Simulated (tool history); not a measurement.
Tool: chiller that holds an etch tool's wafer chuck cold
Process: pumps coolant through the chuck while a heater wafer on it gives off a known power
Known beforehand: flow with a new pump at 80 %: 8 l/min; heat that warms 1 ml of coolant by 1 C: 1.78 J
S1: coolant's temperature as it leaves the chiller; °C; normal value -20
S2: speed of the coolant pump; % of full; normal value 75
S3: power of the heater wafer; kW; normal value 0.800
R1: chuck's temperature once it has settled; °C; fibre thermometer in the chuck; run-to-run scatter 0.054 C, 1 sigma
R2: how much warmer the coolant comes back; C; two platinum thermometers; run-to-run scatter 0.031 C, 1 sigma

{"run": 1, "hour": 0.0, "S1": -20, "S2": 75, "S3": 0.8, "R1": -13.32, "R2": 3.76}
{"hour": 34.7, "done": "chiller's thermometer calibrated"}
{"run": 2, "hour": 52.1, "S1": -20, "S2": 75, "S3": 0.8, "R1": -12.39, "R2": 3.76}
{"run": 3, "hour": 109.3, "S1": -20, "S2": 75, "S3": 0.8, "R1": -12.44, "R2": 3.75}
{"run": 4, "hour": 143.1, "S1": -20, "S2": 75, "S3": 0.8, "R1": -12.5, "R2": 3.75}
{"run": 5, "hour": 189.1, "S1": -20, "S2": 75, "S3": 0.8, "R1": -12.43, "R2": 3.73}
{"run": 6, "hour": 257.1, "S1": -20, "S2": 78, "S3": 0.8, "R1": -12.69, "R2": 3.66}
{"run": 7, "hour": 320.4, "S1": -20, "S2": 75, "S3": 0.5, "R1": -15.38, "R2": 2.4}
{"run": 8, "hour": 350.8, "S1": -13, "S2": 75, "S3": 0.8, "R1": -5.35, "R2": 3.81}
{"run": 9, "hour": 414.8, "S1": -13, "S2": 75, "S3": 0.8, "R1": -5.38, "R2": 3.79}
{"run": 10, "hour": 446.7, "S1": -13, "S2": 75, "S3": 0.8, "R1": -5.47, "R2": 3.78}
{"run": 11, "hour": 503.8, "S1": -29, "S2": 75, "S3": 0.8, "R1": -21.46, "R2": 3.77}
{"run": 12, "hour": 537.6, "S1": -20, "S2": 75, "S3": 0.8, "R1": -12.39, "R2": 3.85}
{"run": 13, "hour": 575.4, "S1": -20, "S2": 75, "S3": 0.8, "R1": -12.48, "R2": 3.83}
{"run": 14, "hour": 605.2, "S1": -20, "S2": 75, "S3": 0.8, "R1": -12.44, "R2": 3.78}
{"run": 15, "hour": 652.3, "S1": -20, "S2": 75, "S3": 0.8, "R1": -12.52, "R2": 3.8}
{"run": 16, "hour": 708.9, "S1": -20, "S2": 75, "S3": 0.8, "R1": -12.51, "R2": 3.81}
{"run": 17, "hour": 759.5, "S1": -20, "S2": 82, "S3": 0.8, "R1": -12.87, "R2": 3.41}
{"run": 18, "hour": 802.7, "S1": -21, "S2": 62, "S3": 0.656, "R1": -13.94, "R2": 3.83}
{"run": 19, "hour": 859.3, "S1": -24, "S2": 72, "S3": 0.496, "R1": -19.3, "R2": 2.45}
{"run": 20, "hour": 923.7, "S1": -15, "S2": 87, "S3": 0.918, "R1": -7.15, "R2": 3.65}
{"run": 21, "hour": 992.7, "S1": -29, "S2": 69, "S3": 0.8, "R1": -20.98, "R2": 4.22}
{"run": 22, "hour": 1032.6, "S1": -29, "S2": 69, "S3": 0.8, "R1": -20.98, "R2": 4.18}
{"run": 23, "hour": 1087.8, "S1": -16, "S2": 69, "S3": 0.811, "R1": -7.88, "R2": 4.29}
{"run": 24, "hour": 1127.2, "S1": -13, "S2": 99, "S3": 0.84, "R1": -6.53, "R2": 2.97}
{"run": 25, "hour": 1160.3, "S1": -14, "S2": 65, "S3": 0.594, "R1": -7.94, "R2": 3.34}
{"run": 26, "hour": 1202.5, "S1": -17, "S2": 75, "S3": 1.11, "R1": -6.49, "R2": 5.35}
{"run": 27, "hour": 1239.7, "S1": -22, "S2": 83, "S3": 1.16, "R1": -11.75, "R2": 4.91}
{"run": 28, "hour": 1295.7, "S1": -12, "S2": 83, "S3": 0.461, "R1": -8.14, "R2": 1.98}
{"run": 29, "hour": 1333.1, "S1": -20, "S2": 92, "S3": 0.662, "R1": -14.7, "R2": 2.57}
{"run": 30, "hour": 1394.7, "S1": -21, "S2": 63, "S3": 0.984, "R1": -10.34, "R2": 5.77}
{"run": 31, "hour": 1450.4, "S1": -21, "S2": 63, "S3": 0.984, "R1": -10.41, "R2": 5.79}

Each row is a separate what-if for the run after 31, all from the same tool condition, not one after another. Results?
{"run": "A", "hour": 1500.3, "S1": -17, "S2": 75, "S3": 0.635, "R1": "?", "R2": "?"}
{"run": "B", "hour": 1500.3, "S1": -20, "S2": 86, "S3": 1.103, "R1": "?", "R2": "?"}
{"run": "C", "hour": 1500.3, "S1": -28, "S2": 97, "S3": 0.564, "R1": "?", "R2": "?"}
{"run": "D", "hour": 1500.3, "S1": -21, "S2": 89, "S3": 0.474, "R1": "?", "R2": "?"}
{"run": "E", "hour": 1500.3, "S1": -20, "S2": 98, "S3": 0.8, "R1": "?", "R2": "?"}

run=A R1=-11.15 R2=3.11
run=B R1=-10.49 R2=4.60
run=C R1=-23.82 R2=2.02
run=D R1=-17.33 R2=1.86
run=E R1=-13.90 R2=2.88
Without the tool's unlogged condition, the same runs would have read:
run=A R1=-11.13 R2=2.92
run=B R1=-10.71 R2=4.31
run=C R1=-23.69 R2=1.90
run=D R1=-17.17 R2=1.75
run=E R1=-13.90 R2=2.70
